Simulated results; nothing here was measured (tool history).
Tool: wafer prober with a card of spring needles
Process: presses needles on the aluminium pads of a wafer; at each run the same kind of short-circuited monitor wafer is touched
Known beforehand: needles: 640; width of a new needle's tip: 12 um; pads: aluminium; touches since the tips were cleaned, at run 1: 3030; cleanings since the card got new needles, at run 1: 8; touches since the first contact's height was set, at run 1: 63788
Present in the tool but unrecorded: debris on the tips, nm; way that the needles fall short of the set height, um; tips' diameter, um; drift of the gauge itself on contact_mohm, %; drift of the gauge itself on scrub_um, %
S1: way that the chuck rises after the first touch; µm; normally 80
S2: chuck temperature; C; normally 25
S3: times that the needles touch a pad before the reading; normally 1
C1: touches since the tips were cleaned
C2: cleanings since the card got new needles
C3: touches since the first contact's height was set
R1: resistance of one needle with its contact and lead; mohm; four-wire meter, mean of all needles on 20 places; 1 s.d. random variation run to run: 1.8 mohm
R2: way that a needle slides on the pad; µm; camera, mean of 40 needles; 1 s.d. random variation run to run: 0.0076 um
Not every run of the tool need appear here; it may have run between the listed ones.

run,day,S1,S2,S3,C1,C2,C3,R1,R2
1,0.000,80,25,1,3030,8,63788,195,10.045
2,0.246,80,25,1,4603,8,65361,194,10.063
# day 0.554: tips cleaned on abrasive film
3,0.571,80,25,1,101,9,67427,190,10.050
4,0.879,80,25,1,2088,9,69414,197,10.056
5,1.279,80,125,1,4652,9,71978,213,10.054
# day 1.583: tips cleaned on abrasive film
6,1.662,80,125,1,503,10,74396,213,10.041
7,1.900,80,25,1,2028,10,75921,192,10.052
8,2.133,84,25,1,3532,10,77425,191,10.545
9,2.438,84,25,1,5474,10,79367,191,10.561
# day 2.638: tips cleaned on abrasive film
10,2.812,80,25,1,1110,11,81748,192,10.050
11,2.996,80,25,1,2299,11,82937,195,10.052
12,3.300,80,25,3,4240,11,84878,191,10.039
13,3.483,80,25,1,5428,11,86066,193,10.036
# day 3.679: tips cleaned on abrasive film
14,3.912,80,25,2,1480,12,88778,195,10.045
15,4.267,80,56,1,3762,12,91060,200,10.056
16,4.679,80,25,1,6410,12,93708,189,10.055
# day 4.704: tips cleaned on abrasive film
17,4.942,97,25,1,1513,13,95358,192,12.187
18,5.208,83,45,2,3213,13,97058,200,10.422
19,5.412,64,25,2,4543,13,98388,194,8.035
# day 5.729: tips cleaned on abrasive film
20,5.792,64,25,2,400,14,100779,193,8.045
21,6.175,64,25,2,2862,14,103241,197,8.041
22,6.454,64,25,3,4657,14,105036,196,8.043
23,6.667,64,25,3,6012,14,106391,198,8.047
# day 6.767: tips cleaned on abrasive film
24,6.996,81,25,1,1470,15,108485,192,10.174
25,7.208,87,25,3,2821,15,109836,191,10.932
26,7.617,64,25,1,5458,15,112473,196,8.051
# day 7.804: tips cleaned on abrasive film
27,7.838,79,25,1,212,16,113843,194,9.923
28,8.283,63,109,1,3081,16,116712,217,7.906
29,8.554,94,109,3,4825,16,118456,213,11.811
30,8.742,94,27,3,6023,16,119654,189,11.808
# day 8.829: tips cleaned on abrasive film
31,9.088,94,27,3,1651,17,121854,194,11.809
32,9.442,92,27,1,3913,17,124116,194,11.547
33,9.767,92,27,1,6012,17,126215,192,11.542
# day 9.858: tips cleaned on abrasive film
34,9.983,92,55,1,801,18,127557,199,11.562

What differs in the tool's unlogged condition from the final listed run ahead of each entry between runs to the first listed run following it?
Between runs 2 and 3: tips cleaned on abrasive film (day 0.554)
  debris on the tips, nm: 1.1 -> 0.2
Between runs 5 and 6: tips cleaned on abrasive film (day 1.583)
  debris on the tips, nm: 1.1 -> 0.4
Between runs 9 and 10: tips cleaned on abrasive film (day 2.638)
  debris on the tips, nm: 1.1 -> 0.6
Between runs 13 and 14: tips cleaned on abrasive film (day 3.679)
  debris on the tips, nm: 1.1 -> 0.7
Between runs 16 and 17: tips cleaned on abrasive film (day 4.704)
  debris on the tips, nm: 1.1 -> 0.7
Between runs 19 and 20: tips cleaned on abrasive film (day 5.729)
  debris on the tips, nm: 1.1 -> 0.3
Between runs 23 and 24: tips cleaned on abrasive film (day 6.767)
  debris on the tips, nm: 1.1 -> 0.7
Between runs 26 and 27: tips cleaned on abrasive film (day 7.804)
  debris on the tips, nm: 1.1 -> 0.2
Between runs 30 and 31: tips cleaned on abrasive film (day 8.829)
  debris on the tips, nm: 1.1 -> 0.7
Between runs 33 and 34: tips cleaned on abrasive film (day 9.858)
  debris on the tips, nm: 1.1 -> 0.5
